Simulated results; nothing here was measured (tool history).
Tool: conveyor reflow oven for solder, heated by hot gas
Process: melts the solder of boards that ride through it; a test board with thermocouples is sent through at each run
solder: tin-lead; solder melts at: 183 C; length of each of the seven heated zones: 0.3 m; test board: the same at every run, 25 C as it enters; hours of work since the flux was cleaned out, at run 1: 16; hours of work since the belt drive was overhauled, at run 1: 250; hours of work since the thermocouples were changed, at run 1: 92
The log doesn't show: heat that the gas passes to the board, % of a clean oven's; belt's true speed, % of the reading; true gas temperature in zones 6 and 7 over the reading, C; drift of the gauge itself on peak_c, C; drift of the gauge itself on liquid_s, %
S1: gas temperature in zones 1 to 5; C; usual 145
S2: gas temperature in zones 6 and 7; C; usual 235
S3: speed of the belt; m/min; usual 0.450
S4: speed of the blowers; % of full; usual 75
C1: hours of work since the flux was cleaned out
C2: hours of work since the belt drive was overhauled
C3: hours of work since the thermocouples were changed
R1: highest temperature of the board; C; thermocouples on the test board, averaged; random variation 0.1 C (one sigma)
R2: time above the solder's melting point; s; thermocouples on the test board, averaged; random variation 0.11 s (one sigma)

run,day,S1,S2,S3,S4,C1,C2,C3,R1,R2
1,0.000,145,235,0.450,75,16,250,92,219.7,65.1
2,1.267,145,238,0.450,75,32,266,108,222.3,66.9
3,2.796,145,238,0.450,75,51,285,127,222.3,66.9
4,4.246,145,238,0.450,75,69,303,145,222.1,66.7
5,5.483,145,238,0.450,75,84,318,160,221.9,66.7
6,6.862,145,238,0.450,75,101,335,177,221.8,66.4
7,7.675,145,235,0.450,58,111,345,187,213.7,58.9
8,9.562,140,235,0.450,58,135,369,211,212.4,55.3
# day 9.871: flux residue cleaned out of gas plates and filters
9,11.312,145,238,0.469,75,18,388,230,219.3,61.7
# day 12.833: flux residue cleaned out of gas plates and filters, once more
10,13.288,145,238,0.469,75,6,410,252,221.0,63.5
11,14.183,146,239,0.364,77,17,421,263,229.7,89.8
12,16.083,136,244,0.496,75,40,444,286,222.4,57.2
13,17.317,145,235,0.450,58,56,460,302,214.1,59.5

Forecast run 14:
14,18.729,153,225,0.450,75,73,477,319,?,?

Run 14 gave R1 212.2 C, R2 63.0 s.
Without the tool's hidden state the same run would have given R1 212.5 C, R2 62.8 s.

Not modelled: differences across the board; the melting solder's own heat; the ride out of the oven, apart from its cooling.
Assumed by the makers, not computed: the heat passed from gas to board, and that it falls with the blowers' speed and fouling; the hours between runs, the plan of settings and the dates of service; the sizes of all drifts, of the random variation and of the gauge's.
